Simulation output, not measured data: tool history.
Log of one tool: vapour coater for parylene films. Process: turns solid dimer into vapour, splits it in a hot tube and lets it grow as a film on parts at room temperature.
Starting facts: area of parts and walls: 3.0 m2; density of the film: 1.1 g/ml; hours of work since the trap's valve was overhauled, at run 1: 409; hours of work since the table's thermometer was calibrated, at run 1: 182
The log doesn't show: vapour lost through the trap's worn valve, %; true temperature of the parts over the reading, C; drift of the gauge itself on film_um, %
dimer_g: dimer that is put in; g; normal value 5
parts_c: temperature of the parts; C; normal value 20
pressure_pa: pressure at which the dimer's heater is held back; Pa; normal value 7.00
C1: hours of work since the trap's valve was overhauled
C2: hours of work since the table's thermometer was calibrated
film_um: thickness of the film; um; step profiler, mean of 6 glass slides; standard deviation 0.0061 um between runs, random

run 1 hour=0.0 | dimer_g=5 parts_c=20 pressure_pa=7.00 | C1=409 C2=182 | film_um=0.715
run 2 hour=86.8 | dimer_g=8 parts_c=20 pressure_pa=7.00 | C1=473 C2=246 | film_um=1.129
run 3 hour=133.4 | dimer_g=5 parts_c=20 pressure_pa=7.00 | C1=507 C2=280 | film_um=0.691
run 4 hour=193.0 | dimer_g=5 parts_c=20 pressure_pa=7.00 | C1=551 C2=324 | film_um=0.708
run 5 hour=236.3 | dimer_g=5 parts_c=20 pressure_pa=7.00 | C1=583 C2=356 | film_um=0.689
run 6 hour=302.1 | dimer_g=5 parts_c=20 pressure_pa=7.00 | C1=632 C2=405 | film_um=0.679
run 7 hour=346.2 | dimer_g=5 parts_c=20 pressure_pa=7.00 | C1=664 C2=437 | film_um=0.678
-- hour=395.5 trap's valve overhauled
run 8 hour=403.4 | dimer_g=5 parts_c=20 pressure_pa=7.00 | C1=6 C2=476 | film_um=0.776
run 9 hour=445.6 | dimer_g=5 parts_c=20 pressure_pa=7.00 | C1=37 C2=507 | film_um=0.771
run 10 hour=482.7 | dimer_g=5 parts_c=20 pressure_pa=7.00 | C1=64 C2=535 | film_um=0.753
run 11 hour=562.7 | dimer_g=5 parts_c=20 pressure_pa=7.00 | C1=123 C2=594 | film_um=0.754
-- hour=569.4 table's thermometer calibrated
run 12 hour=627.2 | dimer_g=5 parts_c=20 pressure_pa=7.00 | C1=170 C2=43 | film_um=0.747
run 13 hour=711.5 | dimer_g=5 parts_c=20 pressure_pa=7.00 | C1=232 C2=105 | film_um=0.741
run 14 hour=752.7 | dimer_g=5 parts_c=20 pressure_pa=7.00 | C1=263 C2=135 | film_um=0.741
-- hour=802.8 table's thermometer calibrated, once more
run 15 hour=828.6 | dimer_g=5 parts_c=12 pressure_pa=7.00 | C1=318 C2=19 | film_um=0.940
run 16 hour=898.8 | dimer_g=5 parts_c=14 pressure_pa=5.41 | C1=370 C2=71 | film_um=0.903
run 17 hour=970.3 | dimer_g=5 parts_c=14 pressure_pa=5.41 | C1=422 C2=124 | film_um=0.888
run 18 hour=1034.3 | dimer_g=5 parts_c=16 pressure_pa=7.00 | C1=470 C2=171 | film_um=0.798
run 19 hour=1106.8 | dimer_g=3 parts_c=23 pressure_pa=7.09 | C1=523 C2=224 | film_um=0.384
run 20 hour=1189.4 | dimer_g=7 parts_c=20 pressure_pa=8.30 | C1=584 C2=285 | film_um=0.957
run 21 hour=1229.1 | dimer_g=6 parts_c=26 pressure_pa=10.97 | C1=613 C2=314 | film_um=0.642
run 22 hour=1275.2 | dimer_g=6 parts_c=26 pressure_pa=10.97 | C1=647 C2=348 | film_um=0.639
-- hour=1342.0 trap's valve overhauled
run 23 hour=1351.9 | dimer_g=8 parts_c=28 pressure_pa=8.63 | C1=7 C2=402 | film_um=0.930
run 24 hour=1438.7 | dimer_g=8 parts_c=28 pressure_pa=8.63 | C1=71 C2=466 | film_um=0.919
run 25 hour=1493.5 | dimer_g=8 parts_c=28 pressure_pa=8.63 | C1=112 C2=506 | film_um=0.920
run 26 hour=1564.1 | dimer_g=8 parts_c=26 pressure_pa=11.77 | C1=164 C2=558 | film_um=0.928
run 27 hour=1649.8 | dimer_g=3 parts_c=28 pressure_pa=3.48 | C1=227 C2=622 | film_um=0.368
run 28 hour=1708.9 | dimer_g=6 parts_c=27 pressure_pa=8.99 | C1=271 C2=665 | film_um=0.692
run 29 hour=1774.2 | dimer_g=2 parts_c=15 pressure_pa=7.00 | C1=319 C2=713 | film_um=0.343
run 30 hour=1845.3 | dimer_g=2 parts_c=26 pressure_pa=6.53 | C1=371 C2=766 | film_um=0.240

Predict each of these 3 candidate next runs independently; none follows another, all start after run 30:
run A hour=1930.3 | dimer_g=6 parts_c=24 pressure_pa=10.39 | C1=434 C2=828 | film_um=?
run B hour=1930.3 | dimer_g=6 parts_c=13 pressure_pa=5.09 | C1=434 C2=828 | film_um=?
run C hour=1930.3 | dimer_g=5 parts_c=20 pressure_pa=7.25 | C1=434 C2=828 | film_um=?

run=A film_um=0.720
run=B film_um=1.125
run=C film_um=0.719
Take away the tool's hidden state, keep each run's random variation, and the runs would have read:
run=A film_um=0.770
run=B film_um=1.203
run=C film_um=0.769

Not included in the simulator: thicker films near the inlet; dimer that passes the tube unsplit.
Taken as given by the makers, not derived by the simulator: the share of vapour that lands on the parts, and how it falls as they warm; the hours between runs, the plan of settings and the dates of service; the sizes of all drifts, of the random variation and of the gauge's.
